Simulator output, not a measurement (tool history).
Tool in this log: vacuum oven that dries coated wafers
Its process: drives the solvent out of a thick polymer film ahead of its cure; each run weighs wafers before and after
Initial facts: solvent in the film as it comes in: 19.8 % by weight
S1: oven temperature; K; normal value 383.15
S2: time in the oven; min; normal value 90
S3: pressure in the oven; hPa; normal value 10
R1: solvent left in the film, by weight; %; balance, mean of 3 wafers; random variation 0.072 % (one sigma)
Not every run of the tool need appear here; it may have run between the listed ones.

{"run": 1, "day": 0.0, "S1": 383.15, "S2": 90, "S3": 10, "R1": 5.2}
{"run": 2, "day": 0.808, "S1": 383.15, "S2": 90, "S3": 10, "R1": 5.41}
{"run": 3, "day": 1.838, "S1": 383.15, "S2": 90, "S3": 10, "R1": 5.25}
{"run": 4, "day": 2.933, "S1": 383.15, "S2": 90, "S3": 10, "R1": 5.43}
{"run": 5, "day": 3.667, "S1": 383.15, "S2": 90, "S3": 10, "R1": 5.32}
{"run": 6, "day": 4.7, "S1": 383.15, "S2": 90, "S3": 22.6, "R1": 6.38}
{"run": 7, "day": 5.467, "S1": 383.15, "S2": 90, "S3": 10, "R1": 5.26}
{"run": 8, "day": 6.796, "S1": 383.15, "S2": 90, "S3": 10, "R1": 5.51}
{"run": 9, "day": 8.133, "S1": 383.15, "S2": 90, "S3": 10, "R1": 5.39}
{"run": 10, "day": 9.292, "S1": 383.15, "S2": 90, "S3": 10, "R1": 5.32}
{"run": 11, "day": 9.908, "S1": 383.15, "S2": 90, "S3": 10, "R1": 5.57}
{"run": 12, "day": 11.112, "S1": 383.15, "S2": 90, "S3": 10, "R1": 5.34}
{"run": 13, "day": 12.45, "S1": 383.15, "S2": 90, "S3": 10, "R1": 5.51}
{"run": 14, "day": 13.4, "S1": 383.15, "S2": 63, "S3": 10, "R1": 7.47}
{"run": 15, "day": 14.429, "S1": 383.15, "S2": 90, "S3": 9.2, "R1": 5.48}
{"run": 16, "day": 15.608, "S1": 383.15, "S2": 90, "S3": 10, "R1": 5.43}
{"run": 17, "day": 16.725, "S1": 383.15, "S2": 90, "S3": 10, "R1": 5.37}
{"run": 18, "day": 17.579, "S1": 383.15, "S2": 116, "S3": 10, "R1": 4.2}
{"run": 19, "day": 18.775, "S1": 383.15, "S2": 116, "S3": 10, "R1": 4.17}
{"run": 20, "day": 20.154, "S1": 383.15, "S2": 116, "S3": 10, "R1": 4.26}
{"run": 21, "day": 21.158, "S1": 383.15, "S2": 90, "S3": 10, "R1": 5.4}
{"run": 22, "day": 22.125, "S1": 383.15, "S2": 93, "S3": 10, "R1": 5.35}
{"run": 23, "day": 22.992, "S1": 383.15, "S2": 93, "S3": 10, "R1": 5.42}
{"run": 24, "day": 23.879, "S1": 383.15, "S2": 93, "S3": 10, "R1": 5.28}
{"run": 25, "day": 24.567, "S1": 383.15, "S2": 93, "S3": 10, "R1": 5.46}
{"run": 26, "day": 25.788, "S1": 383.15, "S2": 140, "S3": 10, "R1": 3.44}
{"run": 27, "day": 26.604, "S1": 383.15, "S2": 75, "S3": 8.3, "R1": 6.41}
{"run": 28, "day": 27.775, "S1": 386.15, "S2": 126, "S3": 10, "R1": 3.23}
{"run": 29, "day": 29.133, "S1": 391.15, "S2": 69, "S3": 30.6, "R1": 6.59}
{"run": 30, "day": 29.996, "S1": 382.15, "S2": 90, "S3": 10.7, "R1": 5.76}
{"run": 31, "day": 31.379, "S1": 382.15, "S2": 90, "S3": 10.7, "R1": 6.07}
{"run": 32, "day": 32.038, "S1": 382.15, "S2": 90, "S3": 10.7, "R1": 5.82}
{"run": 33, "day": 33.029, "S1": 382.15, "S2": 90, "S3": 10.7, "R1": 6.01}
{"run": 34, "day": 33.725, "S1": 398.15, "S2": 90, "S3": 20.2, "R1": 3.3}
{"run": 35, "day": 34.433, "S1": 398.15, "S2": 90, "S3": 20.2, "R1": 3.2}
{"run": 36, "day": 35.692, "S1": 383.15, "S2": 75, "S3": 5.7, "R1": 6.36}
{"run": 37, "day": 36.483, "S1": 369.15, "S2": 102, "S3": 10, "R1": 8.66}
{"run": 38, "day": 37.367, "S1": 369.15, "S2": 102, "S3": 10, "R1": 8.58}
{"run": 39, "day": 38.646, "S1": 369.15, "S2": 102, "S3": 10, "R1": 8.55}
{"run": 40, "day": 39.396, "S1": 383.15, "S2": 119, "S3": 10, "R1": 4.15}
{"run": 41, "day": 40.496, "S1": 383.15, "S2": 119, "S3": 10, "R1": 4.38}
{"run": 42, "day": 41.704, "S1": 371.15, "S2": 122, "S3": 10, "R1": 7.11}
{"run": 43, "day": 42.592, "S1": 371.15, "S2": 122, "S3": 10, "R1": 7.19}
{"run": 44, "day": 43.679, "S1": 371.15, "S2": 122, "S3": 10, "R1": 7.05}
{"run": 45, "day": 44.254, "S1": 393.15, "S2": 89, "S3": 36.7, "R1": 5.33}
{"run": 46, "day": 44.838, "S1": 372.15, "S2": 55, "S3": 13.2, "R1": 11.06}
{"run": 47, "day": 45.575, "S1": 372.15, "S2": 55, "S3": 13.2, "R1": 11.2}

Predict each of these 3 candidate next runs independently; none follows another, all start after run 47:
{"run": "A", "day": 46.4, "S1": 391.15, "S2": 90, "S3": 10, "R1": "?"}
{"run": "B", "day": 46.4, "S1": 383.15, "S2": 90, "S3": 31.9, "R1": "?"}
{"run": "C", "day": 46.4, "S1": 381.15, "S2": 90, "S3": 10, "R1": "?"}

run=A R1=3.98
run=B R1=7.58
run=C R1=6.29
Without the tool's unlogged condition, the same runs would have read:
run=A R1=3.42
run=B R1=6.86
run=C R1=5.62

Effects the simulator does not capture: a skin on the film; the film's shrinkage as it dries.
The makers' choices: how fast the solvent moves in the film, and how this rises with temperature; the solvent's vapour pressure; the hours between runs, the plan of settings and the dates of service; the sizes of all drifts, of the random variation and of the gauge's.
